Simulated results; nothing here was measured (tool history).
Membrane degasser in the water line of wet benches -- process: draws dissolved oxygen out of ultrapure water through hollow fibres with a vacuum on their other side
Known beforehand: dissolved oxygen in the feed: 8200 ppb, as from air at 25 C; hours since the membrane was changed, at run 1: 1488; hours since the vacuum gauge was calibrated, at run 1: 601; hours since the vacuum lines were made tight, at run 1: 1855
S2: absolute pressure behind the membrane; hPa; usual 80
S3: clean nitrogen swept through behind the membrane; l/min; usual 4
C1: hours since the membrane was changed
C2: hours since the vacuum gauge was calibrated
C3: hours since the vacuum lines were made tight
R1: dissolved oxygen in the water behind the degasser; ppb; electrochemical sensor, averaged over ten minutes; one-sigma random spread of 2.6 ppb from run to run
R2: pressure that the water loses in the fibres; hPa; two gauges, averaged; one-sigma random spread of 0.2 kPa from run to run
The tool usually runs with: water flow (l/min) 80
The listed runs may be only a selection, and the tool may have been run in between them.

{"run": 1, "hour": 0.0, "water flow (l/min)": 80, "S2": 80, "S3": 4, "C1": 1488, "C2": 601, "C3": 1855, "R1": 265.2, "R2": 455}
{"run": 2, "hour": 47.8, "water flow (l/min)": 80, "S2": 80, "S3": 4, "C1": 1536, "C2": 649, "C3": 1903, "R1": 265, "R2": 453.9}
{"run": 3, "hour": 93.6, "water flow (l/min)": 80, "S2": 80, "S3": 4, "C1": 1581, "C2": 694, "C3": 1949, "R1": 261, "R2": 459.9}
{"run": 4, "hour": 159.2, "water flow (l/min)": 80, "S2": 80, "S3": 4, "C1": 1647, "C2": 760, "C3": 2014, "R1": 267.4, "R2": 460.1}
{"run": 5, "hour": 188.3, "water flow (l/min)": 80, "S2": 80, "S3": 4, "C1": 1676, "C2": 789, "C3": 2043, "R1": 264.9, "R2": 458.5}
{"run": 6, "hour": 235.2, "water flow (l/min)": 80, "S2": 80, "S3": 4, "C1": 1723, "C2": 836, "C3": 2090, "R1": 263, "R2": 458.9}
{"run": 7, "hour": 282.7, "water flow (l/min)": 62, "S2": 80, "S3": 5.6, "C1": 1771, "C2": 883, "C3": 2138, "R1": 145.1, "R2": 353.8}
{"hour": 289.1, "done": "vacuum gauge calibrated"}
{"run": 8, "hour": 340.6, "water flow (l/min)": 62, "S2": 80, "S3": 5.6, "C1": 1828, "C2": 51, "C3": 2195, "R1": 145.4, "R2": 356.5}
{"run": 9, "hour": 377.1, "water flow (l/min)": 62, "S2": 80, "S3": 5.6, "C1": 1864, "C2": 88, "C3": 2231, "R1": 144.8, "R2": 355.9}
{"run": 10, "hour": 422.6, "water flow (l/min)": 57, "S2": 71.8, "S3": 7.41, "C1": 1910, "C2": 133, "C3": 2277, "R1": 90.5, "R2": 326.6}

Measured less the same run without the tool's hidden state. The same run-to-run variation is in both; the gauge's scatter may not be:
Hidden conditions of the tool in this case: membrane still open, %; true pressure behind the membrane over the reading, kPa; air that leaks in behind the membrane, l/min; drift of the gauge itself on oxygen_ppb, %; drift of the gauge itself on loss_of_pressure_kpa, %.
run=1 R1=+3.2 R2=+3.9
run=2 R1=+3.4 R2=+4
run=3 R1=+3.5 R2=+4.2
run=4 R1=+3.8 R2=+4.3
run=5 R1=+3.9 R2=+4.4
run=6 R1=+3.9 R2=+4.5
run=7 R1=+2.3 R2=+3.6
run=8 R1=+2.6 R2=+3.7
run=9 R1=+2.7 R2=+3.8
run=10 R1=+2 R2=+3.5
